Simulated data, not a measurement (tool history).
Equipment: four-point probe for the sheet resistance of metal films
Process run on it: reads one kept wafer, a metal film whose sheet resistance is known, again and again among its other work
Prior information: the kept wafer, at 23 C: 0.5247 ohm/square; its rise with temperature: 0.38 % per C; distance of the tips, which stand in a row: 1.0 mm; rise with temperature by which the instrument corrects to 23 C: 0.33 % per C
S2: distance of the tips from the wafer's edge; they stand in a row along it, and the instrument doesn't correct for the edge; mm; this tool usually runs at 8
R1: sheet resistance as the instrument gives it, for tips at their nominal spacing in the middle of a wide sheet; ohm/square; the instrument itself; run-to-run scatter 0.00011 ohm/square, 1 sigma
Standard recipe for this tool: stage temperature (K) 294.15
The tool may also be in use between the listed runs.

{"run": 1, "day": 0.0, "stage temperature (K)": 294.15, "S2": 8, "R1": 0.525994}
{"run": 2, "day": 4.696, "stage temperature (K)": 294.15, "S2": 8, "R1": 0.526002}
{"run": 3, "day": 7.088, "stage temperature (K)": 294.15, "S2": 58, "R1": 0.521758}
{"run": 4, "day": 9.958, "stage temperature (K)": 294.15, "S2": 8, "R1": 0.526101}
{"run": 5, "day": 12.312, "stage temperature (K)": 296.15, "S2": 8, "R1": 0.526537}
{"run": 6, "day": 14.908, "stage temperature (K)": 296.15, "S2": 8, "R1": 0.526652}
{"run": 7, "day": 19.321, "stage temperature (K)": 307.15, "S2": 8, "R1": 0.529415}
{"run": 8, "day": 24.246, "stage temperature (K)": 307.15, "S2": 8, "R1": 0.529215}
{"run": 9, "day": 27.283, "stage temperature (K)": 294.15, "S2": 8, "R1": 0.526062}
{"run": 10, "day": 29.942, "stage temperature (K)": 294.15, "S2": 8, "R1": 0.526181}
{"run": 11, "day": 34.946, "stage temperature (K)": 294.15, "S2": 8, "R1": 0.525973}
{"run": 12, "day": 37.542, "stage temperature (K)": 294.15, "S2": 8, "R1": 0.52617}
{"run": 13, "day": 42.467, "stage temperature (K)": 295.15, "S2": 8, "R1": 0.526328}
{"run": 14, "day": 46.104, "stage temperature (K)": 294.15, "S2": 8, "R1": 0.526062}
{"run": 15, "day": 49.0, "stage temperature (K)": 294.15, "S2": 8, "R1": 0.526069}
{"run": 16, "day": 54.271, "stage temperature (K)": 294.15, "S2": 8, "R1": 0.525964}
{"run": 17, "day": 56.567, "stage temperature (K)": 294.15, "S2": 8, "R1": 0.526092}
{"day": 57.183, "done": "stage's thermometer calibrated"}
{"run": 18, "day": 61.725, "stage temperature (K)": 297.15, "S2": 74, "R1": 0.524387}
{"run": 19, "day": 66.883, "stage temperature (K)": 297.15, "S2": 74, "R1": 0.524316}
{"run": 20, "day": 70.067, "stage temperature (K)": 295.15, "S2": 74, "R1": 0.52384}
{"run": 21, "day": 73.808, "stage temperature (K)": 295.15, "S2": 74, "R1": 0.523928}
{"run": 22, "day": 76.067, "stage temperature (K)": 291.15, "S2": 8, "R1": 0.527213}
{"run": 23, "day": 81.125, "stage temperature (K)": 291.15, "S2": 8, "R1": 0.526972}
{"run": 24, "day": 86.012, "stage temperature (K)": 294.15, "S2": 9, "R1": 0.52694}
{"run": 25, "day": 88.508, "stage temperature (K)": 294.15, "S2": 9, "R1": 0.527003}
{"run": 26, "day": 91.875, "stage temperature (K)": 299.15, "S2": 36, "R1": 0.52491}
{"run": 27, "day": 96.829, "stage temperature (K)": 299.15, "S2": 36, "R1": 0.52496}
{"run": 28, "day": 98.979, "stage temperature (K)": 294.15, "S2": 50, "R1": 0.523622}
{"run": 29, "day": 101.579, "stage temperature (K)": 295.15, "S2": 52, "R1": 0.523758}
{"run": 30, "day": 104.729, "stage temperature (K)": 293.15, "S2": 8, "R1": 0.527686}
{"run": 31, "day": 108.983, "stage temperature (K)": 291.15, "S2": 45, "R1": 0.523062}
{"run": 32, "day": 112.092, "stage temperature (K)": 291.15, "S2": 45, "R1": 0.522876}
{"run": 33, "day": 116.504, "stage temperature (K)": 291.15, "S2": 3, "R1": 0.551994}

4 ways to go on from here, each from the tool as it stands after run 33. What would each give?
{"run": "A", "day": 119.438, "stage temperature (K)": 294.15, "S2": 6, "R1": "?"}
{"run": "B", "day": 119.438, "stage temperature (K)": 294.15, "S2": 3, "R1": "?"}
{"run": "C", "day": 119.438, "stage temperature (K)": 307.15, "S2": 3, "R1": "?"}
{"run": "D", "day": 119.438, "stage temperature (K)": 303.15, "S2": 4, "R1": "?"}

run=A R1=0.531225
run=B R1=0.552914
run=C R1=0.55615
run=D R1=0.54289
Had the tool no hidden state, the same runs would have come out as:
run=A R1=0.531968
run=B R1=0.553686
run=C R1=0.556912
run=D R1=0.543639

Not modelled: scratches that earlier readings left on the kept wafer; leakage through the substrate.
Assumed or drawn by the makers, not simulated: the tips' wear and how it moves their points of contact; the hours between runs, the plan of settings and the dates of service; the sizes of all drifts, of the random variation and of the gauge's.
